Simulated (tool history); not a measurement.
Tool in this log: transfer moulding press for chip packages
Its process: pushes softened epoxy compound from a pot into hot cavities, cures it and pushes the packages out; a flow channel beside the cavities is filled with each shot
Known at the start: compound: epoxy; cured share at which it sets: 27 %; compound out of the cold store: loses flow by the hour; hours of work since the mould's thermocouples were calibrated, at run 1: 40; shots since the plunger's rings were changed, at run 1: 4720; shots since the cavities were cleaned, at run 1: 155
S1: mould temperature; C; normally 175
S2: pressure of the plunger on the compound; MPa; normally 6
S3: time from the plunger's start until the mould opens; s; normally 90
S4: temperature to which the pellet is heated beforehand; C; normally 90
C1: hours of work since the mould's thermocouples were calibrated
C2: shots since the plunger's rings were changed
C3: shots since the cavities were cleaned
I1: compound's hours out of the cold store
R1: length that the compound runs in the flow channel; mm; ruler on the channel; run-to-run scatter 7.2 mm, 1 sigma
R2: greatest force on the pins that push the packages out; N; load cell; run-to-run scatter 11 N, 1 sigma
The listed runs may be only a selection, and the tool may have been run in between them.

run,day,S1,S2,S3,S4,C1,C2,C3,I1,R1,R2
1,0,175,6,90,90,40,4720,155,26.5,855,786
2,1.508,175,6,90,90,57,5040,475,28.4,850,1047
# day 4.267: cavities cleaned with cleaning compound and waxed
3,4.408,175,6,90,90,88,5645,31,13.6,878,599
4,5.683,175,6,90,90,103,5915,301,36,829,909
5,6.933,175,6.69,90,90,117,6181,567,14.6,912,1088
6,8.683,175,6.69,90,90,136,6554,940,29.7,884,1195
# day 9.383: cavities cleaned with cleaning compound and waxed
# day 10.408: plunger's sealing rings changed
7,11.592,175,6.69,90,90,167,252,448,32.8,929,1038
8,14.317,175,6.69,90,90,197,831,1027,29.2,941,1210
# day 14.617: cavities cleaned with cleaning compound and waxed
9,17.2,175,6.69,90,90,229,1431,549,22.6,959,1055
10,18.846,175,6,121,90,247,1781,899,33.9,878,908
# day 19.625: cavities cleaned with cleaning compound and waxed
11,20.171,175,6,90,90,261,2050,117,39.2,842,693
12,21.438,175,6,90,90,276,2319,386,39.2,854,969
13,22.9,175,6,90,90,292,2630,697,45.4,831,1130
14,24.383,175,6,90,90,309,2945,1012,14.9,904,1251
# day 24.817: cavities cleaned with cleaning compound and waxed
15,27.192,175,6,90,90,339,3529,505,36.1,841,1016
16,28.575,168,6,113,85,355,3824,800,16.3,917,1207
# day 29.804: cavities cleaned with cleaning compound and waxed
17,31.633,168,6,113,85,388,4461,389,35.6,875,983
18,33.588,168,6,113,97,410,4877,805,12.6,923,1167
# day 34.892: cavities cleaned with cleaning compound and waxed
19,36.308,172,5.62,126,84,440,5442,302,20.3,850,701
20,38.654,172,5.62,126,84,466,5941,801,16.2,846,929
# day 39.933: cavities cleaned with cleaning compound and waxed
21,39.933,172,5.62,126,82,480,6200,0,14.6,835,429
22,42.929,172,5.62,126,82,513,6837,637,46.6,789,870
# day 43.304: plunger's sealing rings changed
# day 45.021: cavities cleaned with cleaning compound and waxed
23,45.312,170,5.62,122,82,538,414,62,25.3,885,554
24,47.933,170,5.62,122,82,567,972,620,44.4,849,926
# day 48.417: mould's thermocouples calibrated
# day 50.108: cavities cleaned with cleaning compound and waxed
25,50.883,170,5.62,122,82,27,1568,165,34,849,594
26,52.512,177,5.97,90,90,45,1915,512,37.1,863,921
27,54.412,175,6.73,73,87,66,2318,915,38,896,1753
# day 55.162: cavities cleaned with cleaning compound and waxed
28,56.254,175,5.32,90,82,86,2697,233,28.5,808,780
29,58.788,175,5.32,75,82,115,3236,772,32,798,1703

Branching from run 29: 3 alternative next runs. What would each branch give?
# day 60.35: cavities cleaned with cleaning compound and waxed
A,61.004,171,4.56,75,82,139,3694,139,44.7,?,?
# day 60.35: cavities cleaned with cleaning compound and waxed
B,61.004,173,5.46,95,90,139,3694,139,41,?,?
# day 60.35: cavities cleaned with cleaning compound and waxed
C,61.004,175,6.63,90,96,139,3694,139,25.4,?,?

run,R1,R2
A,721,1423
B,798,704
C,912,696
Take away the tool's hidden state, keep each run's random variation, and the runs would have read:
run,R1,R2
A,750,1061
B,829,522
C,948,513
